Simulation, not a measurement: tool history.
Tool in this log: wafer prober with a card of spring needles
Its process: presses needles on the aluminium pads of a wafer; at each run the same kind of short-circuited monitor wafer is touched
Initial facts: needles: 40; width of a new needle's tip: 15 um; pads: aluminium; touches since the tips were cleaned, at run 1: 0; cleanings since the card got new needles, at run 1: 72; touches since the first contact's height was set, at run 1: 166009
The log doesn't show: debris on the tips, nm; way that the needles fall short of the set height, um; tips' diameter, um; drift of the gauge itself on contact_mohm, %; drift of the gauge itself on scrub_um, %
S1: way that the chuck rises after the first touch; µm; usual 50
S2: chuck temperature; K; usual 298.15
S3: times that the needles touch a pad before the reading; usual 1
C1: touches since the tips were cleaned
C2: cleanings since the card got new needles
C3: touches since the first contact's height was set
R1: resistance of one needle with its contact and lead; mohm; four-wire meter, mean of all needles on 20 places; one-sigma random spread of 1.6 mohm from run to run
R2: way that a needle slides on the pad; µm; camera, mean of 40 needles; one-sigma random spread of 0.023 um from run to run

| run | hour | S1 | S2 | S3 | C1 | C2 | C3 | R1 | R2 |
|---|---|---|---|---|---|---|---|---|---|
| 1 | 0.0 | 50 | 298.15 | 1 | 0 | 72 | 166009 | 159 | 8.26 |
|  | 9.6 | tips cleaned on abrasive film |
|  | 17.3 | tips cleaned on abrasive film |
|  | 25.0 | tips cleaned on abrasive film |
|  | 33.0 | height of the first contact set anew |
|  | 35.0 | tips cleaned on abrasive film |
|  | 42.7 | tips cleaned on abrasive film |
|  | 52.3 | tips cleaned on abrasive film |
|  | 60.9 | tips cleaned on abrasive film |
| 2 | 60.9 | 50 | 298.15 | 1 | 0 | 79 | 15897 | 160 | 8.55 |
|  | 68.6 | tips cleaned on abrasive film |
|  | 76.3 | tips cleaned on abrasive film |
|  | 86.0 | tips cleaned on abrasive film |
|  | 93.7 | tips cleaned on abrasive film |
|  | 103.3 | tips cleaned on abrasive film |
|  | 112.9 | tips cleaned on abrasive film |
|  | 120.6 | tips cleaned on abrasive film |
|  | 128.3 | tips cleaned on abrasive film |
| 3 | 132.3 | 50 | 298.15 | 1 | 2268 | 87 | 56628 | 229 | 8.49 |
|  | 136.2 | tips cleaned on abrasive film |
|  | 143.9 | tips cleaned on abrasive film |
|  | 151.6 | tips cleaned on abrasive film |
|  | 159.3 | tips cleaned on abrasive film |
|  | 169.0 | tips cleaned on abrasive film |
|  | 178.6 | tips cleaned on abrasive film |
| 4 | 185.5 | 50 | 336.15 | 1 | 4021 | 93 | 87025 | 259 | 8.43 |
|  | 187.6 | tips cleaned on abrasive film |
|  | 195.3 | tips cleaned on abrasive film |
|  | 203.0 | tips cleaned on abrasive film |
|  | 210.7 | tips cleaned on abrasive film |
|  | 220.3 | tips cleaned on abrasive film |
|  | 228.0 | tips cleaned on abrasive film |
|  | 235.8 | tips cleaned on abrasive film |
|  | 245.4 | tips cleaned on abrasive film |
|  | 253.1 | tips cleaned on abrasive film |
|  | 262.7 | tips cleaned on abrasive film |
| 5 | 269.5 | 50 | 336.15 | 1 | 3896 | 103 | 134879 | 265 | 8.29 |
|  | 271.5 | tips cleaned on abrasive film |
|  | 281.1 | tips cleaned on abrasive film |
|  | 290.7 | tips cleaned on abrasive film |
|  | 300.3 | tips cleaned on abrasive film |
|  | 308.1 | tips cleaned on abrasive film |
|  | 315.8 | tips cleaned on abrasive film |
|  | 325.4 | tips cleaned on abrasive film |
|  | 335.0 | tips cleaned on abrasive film |
|  | 342.7 | tips cleaned on abrasive film |
| 6 | 344.2 | 50 | 336.15 | 1 | 857 | 112 | 177496 | 201 | 8.24 |
|  | 351.9 | tips cleaned on abrasive film |
|  | 357.9 | height of the first contact set anew |
|  | 361.8 | tips cleaned on abrasive film |
|  | 369.6 | tips cleaned on abrasive film |
|  | 379.2 | tips cleaned on abrasive film |
|  | 386.9 | tips cleaned on abrasive film |
|  | 396.5 | tips cleaned on abrasive film |
|  | 404.2 | tips cleaned on abrasive film |
|  | 413.9 | tips cleaned on abrasive film |
|  | 423.5 | tips cleaned on abrasive film |
| 7 | 424.8 | 50 | 336.15 | 1 | 735 | 121 | 38100 | 204 | 8.52 |
|  | 432.5 | tips cleaned on abrasive film |
|  | 440.2 | tips cleaned on abrasive film |
|  | 449.8 | tips cleaned on abrasive film |
|  | 459.4 | tips cleaned on abrasive film |
|  | 467.2 | tips cleaned on abrasive film |
| 8 | 471.3 | 50 | 336.15 | 3 | 2401 | 126 | 64678 | 188 | 8.45 |
|  | 475.2 | tips cleaned on abrasive film |
|  | 482.9 | tips cleaned on abrasive film |
|  | 492.6 | tips cleaned on abrasive film |
|  | 502.2 | tips cleaned on abrasive film |
|  | 509.9 | tips cleaned on abrasive film |
|  | 517.6 | tips cleaned on abrasive film |
| 9 | 521.0 | 45 | 298.15 | 1 | 1982 | 132 | 93033 | 257 | 7.55 |
|  | 526.9 | tips cleaned on abrasive film |
|  | 534.6 | tips cleaned on abrasive film |
|  | 544.2 | tips cleaned on abrasive film |
|  | 551.9 | tips cleaned on abrasive film |
|  | 559.6 | tips cleaned on abrasive film |
|  | 569.2 | tips cleaned on abrasive film |
|  | 578.9 | tips cleaned on abrasive film |
| 10 | 584.0 | 45 | 298.15 | 1 | 2949 | 139 | 128950 | 276 | 7.46 |
|  | 587.9 | tips cleaned on abrasive film |
|  | 597.5 | tips cleaned on abrasive film |
|  | 605.2 | tips cleaned on abrasive film |
|  | 612.9 | tips cleaned on abrasive film |
|  | 622.6 | tips cleaned on abrasive film |
|  | 632.2 | tips cleaned on abrasive film |
|  | 639.9 | tips cleaned on abrasive film |
|  | 647.6 | tips cleaned on abrasive film |
|  | 657.2 | tips cleaned on abrasive film |
| 11 | 664.2 | 50 | 298.15 | 1 | 4022 | 148 | 174731 | 285 | 8.25 |
|  | 666.2 | tips cleaned on abrasive film |
|  | 673.9 | tips cleaned on abrasive film |
|  | 681.8 | height of the first contact set anew |
|  | 683.8 | tips cleaned on abrasive film |
|  | 691.6 | tips cleaned on abrasive film |
|  | 700.8 | tips cleaned on abrasive film |
| 12 | 700.8 | 50 | 298.15 | 1 | 0 | 153 | 10747 | 164 | 8.57 |
|  | 708.5 | tips cleaned on abrasive film |
|  | 718.1 | tips cleaned on abrasive film |
|  | 725.8 | tips cleaned on abrasive film |
|  | 733.5 | tips cleaned on abrasive film |
|  | 741.3 | tips cleaned on abrasive film |
|  | 750.9 | tips cleaned on abrasive film |
| 13 | 753.2 | 50 | 298.15 | 1 | 1344 | 159 | 40663 | 214 | 8.51 |
|  | 759.0 | tips cleaned on abrasive film |
|  | 766.7 | tips cleaned on abrasive film |
|  | 774.4 | tips cleaned on abrasive film |
|  | 784.1 | tips cleaned on abrasive film |
|  | 793.7 | tips cleaned on abrasive film |
|  | 802.5 | tips cleaned on abrasive film |
| 14 | 802.5 | 46 | 312.15 | 2 | 0 | 165 | 68762 | 166 | 7.74 |
|  | 812.1 | tips cleaned on abrasive film |
|  | 819.8 | tips cleaned on abrasive film |
|  | 829.4 | tips cleaned on abrasive film |
|  | 839.1 | tips cleaned on abrasive film |
|  | 846.8 | tips cleaned on abrasive film |
|  | 856.4 | tips cleaned on abrasive film |
| 15 | 858.9 | 49 | 298.15 | 3 | 1437 | 171 | 100969 | 186 | 8.22 |
|  | 864.7 | tips cleaned on abrasive film |
|  | 872.4 | tips cleaned on abrasive film |
|  | 880.1 | tips cleaned on abrasive film |
|  | 889.8 | tips cleaned on abrasive film |
|  | 897.5 | tips cleaned on abrasive film |
|  | 905.2 | tips cleaned on abrasive film |
| 16 | 909.9 | 49 | 298.15 | 3 | 2705 | 177 | 130048 | 196 | 8.15 |
|  | 913.8 | tips cleaned on abrasive film |
|  | 921.5 | tips cleaned on abrasive film |
|  | 929.2 | tips cleaned on abrasive film |
|  | 938.8 | tips cleaned on abrasive film |
|  | 946.6 | tips cleaned on abrasive film |
| 17 | 950.8 | 49 | 387.15 | 3 | 2454 | 182 | 153382 | 204 | 8.08 |
|  | 954.7 | tips cleaned on abrasive film |
|  | 962.4 | tips cleaned on abrasive film |
|  | 970.2 | tips cleaned on abrasive film |
|  | 977.9 | tips cleaned on abrasive film |
|  | 987.5 | tips cleaned on abrasive film |
| 18 | 994.4 | 33 | 390.15 | 2 | 3978 | 187 | 178239 | 346 | 5.28 |
|  | 996.4 | tips cleaned on abrasive film |
|  | 1006.0 | tips cleaned on abrasive film |
|  | 1006.3 | height of the first contact set anew |
|  | 1015.9 | tips cleaned on abrasive film |
|  | 1025.6 | tips cleaned on abrasive film |
|  | 1033.3 | tips cleaned on abrasive film |
| 19 | 1034.6 | 50 | 298.15 | 2 | 742 | 192 | 16127 | 180 | 8.59 |
|  | 1042.3 | tips cleaned on abrasive film |
|  | 1051.9 | tips cleaned on abrasive film |
|  | 1061.5 | tips cleaned on abrasive film |
|  | 1069.2 | tips cleaned on abrasive film |
|  | 1078.9 | tips cleaned on abrasive film |
|  | 1086.6 | tips cleaned on abrasive film |
|  | 1096.2 | tips cleaned on abrasive film |
|  | 1103.9 | tips cleaned on abrasive film |
| 20 | 1109.3 | 50 | 298.15 | 2 | 3104 | 200 | 58793 | 223 | 8.49 |
|  | 1113.2 | tips cleaned on abrasive film |
|  | 1120.9 | tips cleaned on abrasive film |
|  | 1130.5 | tips cleaned on abrasive film |
|  | 1138.3 | tips cleaned on abrasive film |
|  | 1147.9 | tips cleaned on abrasive film |
|  | 1155.6 | tips cleaned on abrasive film |
|  | 1163.3 | tips cleaned on abrasive film |
|  | 1172.9 | tips cleaned on abrasive film |
| 21 | 1176.8 | 50 | 375.15 | 2 | 2207 | 208 | 97266 | 216 | 8.43 |

Forecast each of these 3 alternatives for the next run:
|  | 1180.7 | tips cleaned on abrasive film |
|  | 1188.5 | tips cleaned on abrasive film |
|  | 1196.2 | tips cleaned on abrasive film |
|  | 1203.9 | tips cleaned on abrasive film |
|  | 1213.5 | tips cleaned on abrasive film |
|  | 1221.2 | tips cleaned on abrasive film |
|  | 1230.8 | tips cleaned on abrasive film |
|  | 1238.6 | tips cleaned on abrasive film |
|  | 1246.3 | tips cleaned on abrasive film |
|  | 1254.0 | tips cleaned on abrasive film |
| A | 1254.0 | 52 | 375.15 | 1 | 0 | 218 | 141289 | ? | ? |
|  | 1180.7 | tips cleaned on abrasive film |
|  | 1188.5 | tips cleaned on abrasive film |
|  | 1196.2 | tips cleaned on abrasive film |
|  | 1203.9 | tips cleaned on abrasive film |
|  | 1213.5 | tips cleaned on abrasive film |
|  | 1221.2 | tips cleaned on abrasive film |
|  | 1230.8 | tips cleaned on abrasive film |
|  | 1238.6 | tips cleaned on abrasive film |
|  | 1246.3 | tips cleaned on abrasive film |
|  | 1254.0 | tips cleaned on abrasive film |
| B | 1254.0 | 44 | 375.15 | 2 | 0 | 218 | 141289 | ? | ? |
|  | 1180.7 | tips cleaned on abrasive film |
|  | 1188.5 | tips cleaned on abrasive film |
|  | 1196.2 | tips cleaned on abrasive film |
|  | 1203.9 | tips cleaned on abrasive film |
|  | 1213.5 | tips cleaned on abrasive film |
|  | 1221.2 | tips cleaned on abrasive film |
|  | 1230.8 | tips cleaned on abrasive film |
|  | 1238.6 | tips cleaned on abrasive film |
|  | 1246.3 | tips cleaned on abrasive film |
|  | 1254.0 | tips cleaned on abrasive film |
| C | 1254.0 | 52 | 314.15 | 3 | 0 | 218 | 141289 | ? | ? |

| run | R1 | R2 |
|---|---|---|
| A | 182 | 8.61 |
| B | 180 | 7.29 |
| C | 160 | 8.63 |
Without the tool's unlogged condition, the same runs would have read:
| run | R1 | R2 |
|---|---|---|
| A | 166 | 8.90 |
| B | 165 | 7.59 |
| C | 152 | 8.92 |

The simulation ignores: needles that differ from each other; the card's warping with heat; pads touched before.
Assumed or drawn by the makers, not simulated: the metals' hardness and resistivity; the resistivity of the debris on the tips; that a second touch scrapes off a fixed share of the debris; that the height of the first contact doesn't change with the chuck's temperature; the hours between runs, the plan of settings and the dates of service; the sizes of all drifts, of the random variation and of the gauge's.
